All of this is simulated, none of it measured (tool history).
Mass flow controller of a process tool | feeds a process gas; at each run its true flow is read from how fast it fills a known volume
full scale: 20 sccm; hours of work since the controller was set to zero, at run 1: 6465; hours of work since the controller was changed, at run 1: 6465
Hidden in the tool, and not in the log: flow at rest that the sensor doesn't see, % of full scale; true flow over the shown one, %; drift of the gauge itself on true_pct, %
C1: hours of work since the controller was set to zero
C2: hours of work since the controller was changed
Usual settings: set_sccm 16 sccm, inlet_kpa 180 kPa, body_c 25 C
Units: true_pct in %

{"run": 1, "hour": 0.0, "set_sccm": 16, "inlet_kpa": 180, "body_c": 25, "C1": 6465, "C2": 6465, "true_pct": 97.54}
{"run": 2, "hour": 163.1, "set_sccm": 16, "inlet_kpa": 180, "body_c": 25, "C1": 6536, "C2": 6536, "true_pct": 97.47}
{"run": 3, "hour": 356.0, "set_sccm": 16, "inlet_kpa": 180, "body_c": 25, "C1": 6620, "C2": 6620, "true_pct": 97.54}
{"run": 4, "hour": 678.9, "set_sccm": 16, "inlet_kpa": 180, "body_c": 31, "C1": 6760, "C2": 6760, "true_pct": 97.9}
{"run": 5, "hour": 974.1, "set_sccm": 16, "inlet_kpa": 180, "body_c": 31, "C1": 6889, "C2": 6889, "true_pct": 97.81}
{"run": 6, "hour": 1299.4, "set_sccm": 16, "inlet_kpa": 180, "body_c": 25, "C1": 7031, "C2": 7031, "true_pct": 97.42}
{"run": 7, "hour": 1532.8, "set_sccm": 16, "inlet_kpa": 240, "body_c": 25, "C1": 7132, "C2": 7132, "true_pct": 96.95}
{"run": 8, "hour": 1696.6, "set_sccm": 16, "inlet_kpa": 240, "body_c": 25, "C1": 7203, "C2": 7203, "true_pct": 97.03}
{"run": 9, "hour": 2006.8, "set_sccm": 16, "inlet_kpa": 240, "body_c": 25, "C1": 7338, "C2": 7338, "true_pct": 96.88}
{"run": 10, "hour": 2199.0, "set_sccm": 16, "inlet_kpa": 152, "body_c": 25, "C1": 7422, "C2": 7422, "true_pct": 97.38}
{"hour": 2291.4, "done": "controller exchanged for a calibrated one"}
{"run": 11, "hour": 2467.0, "set_sccm": 16, "inlet_kpa": 152, "body_c": 25, "C1": 76, "C2": 76, "true_pct": 100.27}
{"run": 12, "hour": 2731.4, "set_sccm": 16, "inlet_kpa": 152, "body_c": 25, "C1": 192, "C2": 192, "true_pct": 100.39}
{"run": 13, "hour": 2885.6, "set_sccm": 16, "inlet_kpa": 180, "body_c": 25, "C1": 259, "C2": 259, "true_pct": 100.05}
{"run": 14, "hour": 3197.4, "set_sccm": 16, "inlet_kpa": 180, "body_c": 25, "C1": 394, "C2": 394, "true_pct": 100.15}
{"run": 15, "hour": 3542.0, "set_sccm": 16, "inlet_kpa": 180, "body_c": 25, "C1": 544, "C2": 544, "true_pct": 100.1}
{"run": 16, "hour": 3751.1, "set_sccm": 16, "inlet_kpa": 180, "body_c": 25, "C1": 635, "C2": 635, "true_pct": 100.13}
{"run": 17, "hour": 4015.2, "set_sccm": 16, "inlet_kpa": 180, "body_c": 25, "C1": 750, "C2": 750, "true_pct": 99.96}
{"run": 18, "hour": 4378.7, "set_sccm": 16, "inlet_kpa": 180, "body_c": 25, "C1": 909, "C2": 909, "true_pct": 99.77}
{"run": 19, "hour": 4556.0, "set_sccm": 16, "inlet_kpa": 180, "body_c": 25, "C1": 986, "C2": 986, "true_pct": 99.93}
{"run": 20, "hour": 4811.1, "set_sccm": 16, "inlet_kpa": 180, "body_c": 25, "C1": 1097, "C2": 1097, "true_pct": 99.72}
{"run": 21, "hour": 5163.3, "set_sccm": 16, "inlet_kpa": 180, "body_c": 25, "C1": 1250, "C2": 1250, "true_pct": 99.69}
{"run": 22, "hour": 5369.6, "set_sccm": 16, "inlet_kpa": 180, "body_c": 25, "C1": 1340, "C2": 1340, "true_pct": 99.77}
{"run": 23, "hour": 5608.4, "set_sccm": 16, "inlet_kpa": 180, "body_c": 25, "C1": 1444, "C2": 1444, "true_pct": 99.87}
{"run": 24, "hour": 5948.8, "set_sccm": 16, "inlet_kpa": 180, "body_c": 25, "C1": 1592, "C2": 1592, "true_pct": 99.72}
{"run": 25, "hour": 6231.3, "set_sccm": 16, "inlet_kpa": 180, "body_c": 25, "C1": 1715, "C2": 1715, "true_pct": 99.75}
{"run": 26, "hour": 6507.6, "set_sccm": 16, "inlet_kpa": 180, "body_c": 25, "C1": 1835, "C2": 1835, "true_pct": 99.62}
{"run": 27, "hour": 6782.1, "set_sccm": 16, "inlet_kpa": 180, "body_c": 39, "C1": 1955, "C2": 1955, "true_pct": 100.6}
{"run": 28, "hour": 6932.1, "set_sccm": 6, "inlet_kpa": 182, "body_c": 39, "C1": 2020, "C2": 2020, "true_pct": 100.53}
{"run": 29, "hour": 7295.8, "set_sccm": 6, "inlet_kpa": 151, "body_c": 39, "C1": 2178, "C2": 2178, "true_pct": 100.84}
{"run": 30, "hour": 7646.6, "set_sccm": 5, "inlet_kpa": 151, "body_c": 32, "C1": 2331, "C2": 2331, "true_pct": 100.42}
{"run": 31, "hour": 7870.5, "set_sccm": 7, "inlet_kpa": 192, "body_c": 31, "C1": 2429, "C2": 2429, "true_pct": 99.8}
{"run": 32, "hour": 8192.3, "set_sccm": 12, "inlet_kpa": 180, "body_c": 28, "C1": 2569, "C2": 2569, "true_pct": 99.54}
{"run": 33, "hour": 8518.8, "set_sccm": 3, "inlet_kpa": 238, "body_c": 28, "C1": 2711, "C2": 2711, "true_pct": 100.3}
{"run": 34, "hour": 8701.3, "set_sccm": 3, "inlet_kpa": 241, "body_c": 30, "C1": 2790, "C2": 2790, "true_pct": 100.43}
{"run": 35, "hour": 9009.1, "set_sccm": 3, "inlet_kpa": 241, "body_c": 30, "C1": 2924, "C2": 2924, "true_pct": 100.36}
{"run": 36, "hour": 9280.8, "set_sccm": 3, "inlet_kpa": 241, "body_c": 38, "C1": 3042, "C2": 3042, "true_pct": 100.92}
{"run": 37, "hour": 9475.1, "set_sccm": 16, "inlet_kpa": 198, "body_c": 21, "C1": 3127, "C2": 3127, "true_pct": 98.8}
{"run": 38, "hour": 9802.0, "set_sccm": 3, "inlet_kpa": 180, "body_c": 23, "C1": 3269, "C2": 3269, "true_pct": 100.4}
{"run": 39, "hour": 10166.7, "set_sccm": 2, "inlet_kpa": 180, "body_c": 25, "C1": 3428, "C2": 3428, "true_pct": 101.7}
{"run": 40, "hour": 10325.4, "set_sccm": 2, "inlet_kpa": 180, "body_c": 25, "C1": 3497, "C2": 3497, "true_pct": 101.78}
{"run": 41, "hour": 10549.1, "set_sccm": 2, "inlet_kpa": 208, "body_c": 27, "C1": 3595, "C2": 3595, "true_pct": 102.01}
{"run": 42, "hour": 10721.5, "set_sccm": 2, "inlet_kpa": 208, "body_c": 27, "C1": 3670, "C2": 3670, "true_pct": 101.93}
{"run": 43, "hour": 10896.7, "set_sccm": 2, "inlet_kpa": 208, "body_c": 27, "C1": 3746, "C2": 3746, "true_pct": 101.94}
{"run": 44, "hour": 11163.2, "set_sccm": 2, "inlet_kpa": 208, "body_c": 27, "C1": 3862, "C2": 3862, "true_pct": 102.06}
{"run": 45, "hour": 11429.1, "set_sccm": 3, "inlet_kpa": 272, "body_c": 25, "C1": 3978, "C2": 3978, "true_pct": 100.17}
{"run": 46, "hour": 11636.1, "set_sccm": 3, "inlet_kpa": 272, "body_c": 25, "C1": 4068, "C2": 4068, "true_pct": 100.15}
{"run": 47, "hour": 11978.5, "set_sccm": 3, "inlet_kpa": 272, "body_c": 25, "C1": 4217, "C2": 4217, "true_pct": 100.12}
{"run": 48, "hour": 12260.2, "set_sccm": 3, "inlet_kpa": 272, "body_c": 28, "C1": 4339, "C2": 4339, "true_pct": 100.35}
{"run": 49, "hour": 12446.3, "set_sccm": 3, "inlet_kpa": 272, "body_c": 28, "C1": 4420, "C2": 4420, "true_pct": 100.45}

Measured less the same run without the tool's hidden state. The same run-to-run variation is in both; the gauge's scatter may not be:
run=1 true_pct=-2.39
run=2 true_pct=-2.42
run=3 true_pct=-2.45
run=4 true_pct=-2.5
run=5 true_pct=-2.54
run=6 true_pct=-2.59
run=7 true_pct=-2.62
run=8 true_pct=-2.64
run=9 true_pct=-2.69
run=10 true_pct=-2.72
run=11 true_pct=+0.2
run=12 true_pct=+0.15
run=13 true_pct=+0.13
run=14 true_pct=+0.08
run=15 true_pct=+0.03
run=16 true_pct=+0.01
run=17 true_pct=-0.03
run=18 true_pct=-0.08
run=19 true_pct=-0.11
run=20 true_pct=-0.14
run=21 true_pct=-0.19
run=22 true_pct=-0.22
run=23 true_pct=-0.25
run=24 true_pct=-0.3
run=25 true_pct=-0.35
run=26 true_pct=-0.39
run=27 true_pct=-0.42
run=28 true_pct=+0.05
run=29 true_pct=+0.03
run=30 true_pct=+0.19
run=31 true_pct=-0.14
run=32 true_pct=-0.51
run=33 true_pct=+0.98
run=34 true_pct=+0.99
run=35 true_pct=+1.01
run=36 true_pct=+1.05
run=37 true_pct=-0.8
run=38 true_pct=+1.08
run=39 true_pct=+2.36
run=40 true_pct=+2.39
run=41 true_pct=+2.45
run=42 true_pct=+2.47
run=43 true_pct=+2.52
run=44 true_pct=+2.56
run=45 true_pct=+1.2
run=46 true_pct=+1.22
run=47 true_pct=+1.25
run=48 true_pct=+1.26
run=49 true_pct=+1.27
